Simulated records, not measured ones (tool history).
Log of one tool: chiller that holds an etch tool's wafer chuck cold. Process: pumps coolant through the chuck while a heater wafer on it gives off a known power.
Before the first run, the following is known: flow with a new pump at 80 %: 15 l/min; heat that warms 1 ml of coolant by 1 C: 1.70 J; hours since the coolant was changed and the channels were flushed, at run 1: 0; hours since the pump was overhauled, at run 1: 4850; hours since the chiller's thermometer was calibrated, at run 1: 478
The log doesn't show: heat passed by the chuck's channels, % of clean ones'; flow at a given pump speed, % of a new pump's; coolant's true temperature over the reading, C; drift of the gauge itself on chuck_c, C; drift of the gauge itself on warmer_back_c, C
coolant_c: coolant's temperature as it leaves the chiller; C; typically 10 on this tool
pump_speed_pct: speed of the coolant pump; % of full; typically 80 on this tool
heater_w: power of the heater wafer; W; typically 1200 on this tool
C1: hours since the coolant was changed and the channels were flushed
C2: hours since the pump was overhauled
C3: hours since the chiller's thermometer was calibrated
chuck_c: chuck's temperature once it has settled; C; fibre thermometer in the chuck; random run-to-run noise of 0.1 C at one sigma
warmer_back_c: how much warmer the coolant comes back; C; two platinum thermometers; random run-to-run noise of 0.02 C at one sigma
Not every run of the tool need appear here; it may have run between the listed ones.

Run 1, day 0.000: usual settings; C1 0; C2 4850; C3 478. Result: chuck_c 18.4 C, warmer_back_c 3.01 C.
Run 2, day 2.854: usual settings; C1 69; C2 4918; C3 547. Result: chuck_c 18.5 C, warmer_back_c 3.03 C.
Run 3, day 5.921: usual settings; C1 142; C2 4992; C3 620. Result: chuck_c 18.5 C, warmer_back_c 3.04 C.
Run 4, day 11.054: usual settings; C1 265; C2 5115; C3 744. Result: chuck_c 18.6 C, warmer_back_c 3.07 C.
Run 5, day 16.104: usual settings; C1 387; C2 5236; C3 865. Result: chuck_c 18.8 C, warmer_back_c 3.06 C.
Run 6, day 19.362: usual settings; C1 465; C2 5314; C3 943. Result: chuck_c 18.5 C, warmer_back_c 3.05 C.
Run 7, day 21.871: usual settings but pump_speed_pct 65 % of full; C1 525; C2 5374; C3 1003. Result: chuck_c 19.9 C, warmer_back_c 3.80 C.
Run 8, day 26.842: usual settings but pump_speed_pct 65 % of full; C1 644; C2 5494; C3 1122. Result: chuck_c 20.2 C, warmer_back_c 3.78 C.
Run 9, day 29.321: usual settings but pump_speed_pct 65 % of full; C1 704; C2 5553; C3 1182. Result: chuck_c 20.4 C, warmer_back_c 3.76 C.
Run 10, day 32.371: usual settings but pump_speed_pct 65 % of full; C1 777; C2 5626; C3 1255. Result: chuck_c 20.1 C, warmer_back_c 3.78 C.
At day 32.650: chiller's thermometer calibrated.
Run 11, day 36.912: usual settings but coolant_c 11 C, pump_speed_pct 65 % of full; C1 885; C2 5734; C3 102. Result: chuck_c 21.3 C, warmer_back_c 3.80 C.
Run 12, day 41.729: usual settings but coolant_c 11 C, pump_speed_pct 65 % of full; C1 1001; C2 5850; C3 218. Result: chuck_c 21.3 C, warmer_back_c 3.81 C.
At day 42.996: coolant pump overhauled.
Run 13, day 46.729: usual settings but coolant_c 11 C, pump_speed_pct 65 % of full; C1 1116; C2 90; C3 333. Result: chuck_c 20.7 C, warmer_back_c 3.47 C.
Run 14, day 51.354: usual settings but pump_speed_pct 85 % of full; C1 1226; C2 201; C3 444. Result: chuck_c 17.6 C, warmer_back_c 2.67 C.
Run 15, day 54.129: usual settings; C1 1293; C2 267; C3 510. Result: chuck_c 18.0 C, warmer_back_c 2.83 C.
Run 16, day 59.288: usual settings; C1 1417; C2 391; C3 634. Result: chuck_c 18.3 C, warmer_back_c 2.84 C.

What does the tool deliver on the next run?
Run 17, day 61.696: usual settings but coolant_c 19 C, pump_speed_pct 60 % of full, heater_w 609 W; C1 1475; C2 449; C3 692. Result: chuck_c ?, warmer_back_c ?.

Run 17 measured chuck_c 24.0 C, warmer_back_c 1.96 C.
Without the tool's hidden state the same run would have given chuck_c 24.2 C, warmer_back_c 1.94 C.
